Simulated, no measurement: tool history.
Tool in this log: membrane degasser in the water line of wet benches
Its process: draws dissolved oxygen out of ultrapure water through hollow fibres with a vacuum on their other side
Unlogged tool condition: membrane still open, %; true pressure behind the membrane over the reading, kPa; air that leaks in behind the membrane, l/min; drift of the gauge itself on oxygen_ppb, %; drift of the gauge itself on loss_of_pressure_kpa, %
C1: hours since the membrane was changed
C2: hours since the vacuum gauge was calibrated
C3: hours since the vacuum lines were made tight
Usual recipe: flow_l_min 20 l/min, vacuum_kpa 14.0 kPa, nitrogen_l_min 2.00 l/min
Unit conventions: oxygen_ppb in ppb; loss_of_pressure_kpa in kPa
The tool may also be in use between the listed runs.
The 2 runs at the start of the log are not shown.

run 3 hour=115.4 | flow_l_min=20 vacuum_kpa=14.0 nitrogen_l_min=1.08 | C1=2955 C2=1126 C3=5163 | oxygen_ppb=441.2 loss_of_pressure_kpa=44.39
run 4 hour=151.6 | flow_l_min=20 vacuum_kpa=9.1 nitrogen_l_min=2.00 | C1=2991 C2=1162 C3=5199 | oxygen_ppb=149.0 loss_of_pressure_kpa=44.40
run 5 hour=231.9 | flow_l_min=20 vacuum_kpa=9.1 nitrogen_l_min=2.00 | C1=3072 C2=1242 C3=5279 | oxygen_ppb=147.1 loss_of_pressure_kpa=44.42
run 6 hour=300.1 | flow_l_min=20 vacuum_kpa=9.1 nitrogen_l_min=1.39 | C1=3140 C2=1311 C3=5348 | oxygen_ppb=206.3 loss_of_pressure_kpa=44.51
run 7 hour=345.3 | flow_l_min=20 vacuum_kpa=9.1 nitrogen_l_min=1.39 | C1=3185 C2=1356 C3=5393 | oxygen_ppb=203.5 loss_of_pressure_kpa=44.87
run 8 hour=418.9 | flow_l_min=20 vacuum_kpa=14.0 nitrogen_l_min=2.00 | C1=3259 C2=1429 C3=5466 | oxygen_ppb=262.7 loss_of_pressure_kpa=44.68
run 9 hour=496.1 | flow_l_min=20 vacuum_kpa=14.0 nitrogen_l_min=2.00 | C1=3336 C2=1507 C3=5544 | oxygen_ppb=263.4 loss_of_pressure_kpa=44.22
-- hour=542.4 seals of the vacuum lines changed
run 10 hour=553.2 | flow_l_min=20 vacuum_kpa=14.0 nitrogen_l_min=2.00 | C1=3391 C2=1562 C3=11 | oxygen_ppb=257.0 loss_of_pressure_kpa=44.43
run 11 hour=618.9 | flow_l_min=20 vacuum_kpa=11.4 nitrogen_l_min=2.00 | C1=3457 C2=1627 C3=76 | oxygen_ppb=198.7 loss_of_pressure_kpa=44.74
run 12 hour=667.7 | flow_l_min=20 vacuum_kpa=11.4 nitrogen_l_min=2.00 | C1=3506 C2=1676 C3=125 | oxygen_ppb=198.8 loss_of_pressure_kpa=44.30
run 13 hour=726.3 | flow_l_min=20 vacuum_kpa=11.4 nitrogen_l_min=2.00 | C1=3564 C2=1735 C3=184 | oxygen_ppb=198.3 loss_of_pressure_kpa=44.52
run 14 hour=793.9 | flow_l_min=20 vacuum_kpa=11.4 nitrogen_l_min=2.00 | C1=3632 C2=1802 C3=251 | oxygen_ppb=196.5 loss_of_pressure_kpa=44.67
run 15 hour=832.9 | flow_l_min=20 vacuum_kpa=11.4 nitrogen_l_min=2.00 | C1=3671 C2=1841 C3=290 | oxygen_ppb=197.9 loss_of_pressure_kpa=44.31
run 16 hour=886.3 | flow_l_min=20 vacuum_kpa=11.4 nitrogen_l_min=2.00 | C1=3724 C2=1895 C3=344 | oxygen_ppb=198.6 loss_of_pressure_kpa=44.69
run 17 hour=934.3 | flow_l_min=13 vacuum_kpa=12.3 nitrogen_l_min=3.66 | C1=3772 C2=1943 C3=392 | oxygen_ppb=80.8 loss_of_pressure_kpa=28.92
run 18 hour=979.6 | flow_l_min=13 vacuum_kpa=12.3 nitrogen_l_min=3.66 | C1=3817 C2=1988 C3=437 | oxygen_ppb=81.0 loss_of_pressure_kpa=29.18
run 19 hour=1014.1 | flow_l_min=13 vacuum_kpa=12.3 nitrogen_l_min=3.66 | C1=3852 C2=2023 C3=472 | oxygen_ppb=80.5 loss_of_pressure_kpa=29.03
run 20 hour=1056.4 | flow_l_min=13 vacuum_kpa=12.3 nitrogen_l_min=3.66 | C1=3894 C2=2065 C3=514 | oxygen_ppb=80.8 loss_of_pressure_kpa=29.06
run 21 hour=1090.4 | flow_l_min=13 vacuum_kpa=12.3 nitrogen_l_min=3.66 | C1=3928 C2=2099 C3=548 | oxygen_ppb=82.1 loss_of_pressure_kpa=29.24
-- hour=1095.6 vacuum gauge calibrated
run 22 hour=1160.1 | flow_l_min=20 vacuum_kpa=8.7 nitrogen_l_min=2.00 | C1=3997 C2=64 C3=617 | oxygen_ppb=138.6 loss_of_pressure_kpa=44.90
run 23 hour=1196.0 | flow_l_min=20 vacuum_kpa=14.0 nitrogen_l_min=0.99 | C1=4033 C2=100 C3=653 | oxygen_ppb=475.9 loss_of_pressure_kpa=44.99
run 24 hour=1263.2 | flow_l_min=20 vacuum_kpa=14.0 nitrogen_l_min=0.99 | C1=4100 C2=168 C3=720 | oxygen_ppb=478.5 loss_of_pressure_kpa=44.89
run 25 hour=1316.1 | flow_l_min=20 vacuum_kpa=14.0 nitrogen_l_min=0.99 | C1=4153 C2=221 C3=773 | oxygen_ppb=479.8 loss_of_pressure_kpa=44.89
-- hour=1341.1 vacuum gauge calibrated, once more
run 26 hour=1365.6 | flow_l_min=18 vacuum_kpa=32.3 nitrogen_l_min=1.17 | C1=4202 C2=24 C3=822 | oxygen_ppb=925.9 loss_of_pressure_kpa=40.35
run 27 hour=1428.8 | flow_l_min=20 vacuum_kpa=14.0 nitrogen_l_min=4.33 | C1=4266 C2=88 C3=885 | oxygen_ppb=129.3 loss_of_pressure_kpa=44.94

Run 28, settings as shown, results not yet in. Your forecast:
run 28 hour=1489.1 | flow_l_min=25 vacuum_kpa=14.0 nitrogen_l_min=1.63 | C1=4326 C2=148 C3=946 | oxygen_ppb=? loss_of_pressure_kpa=?

Run 28 produced oxygen_ppb 380.9 ppb, loss_of_pressure_kpa 56.03 kPa.
Were there no unlogged condition in the tool, this run, its random variation unchanged, would have produced oxygen_ppb 375.6 ppb, loss_of_pressure_kpa 53.79 kPa.

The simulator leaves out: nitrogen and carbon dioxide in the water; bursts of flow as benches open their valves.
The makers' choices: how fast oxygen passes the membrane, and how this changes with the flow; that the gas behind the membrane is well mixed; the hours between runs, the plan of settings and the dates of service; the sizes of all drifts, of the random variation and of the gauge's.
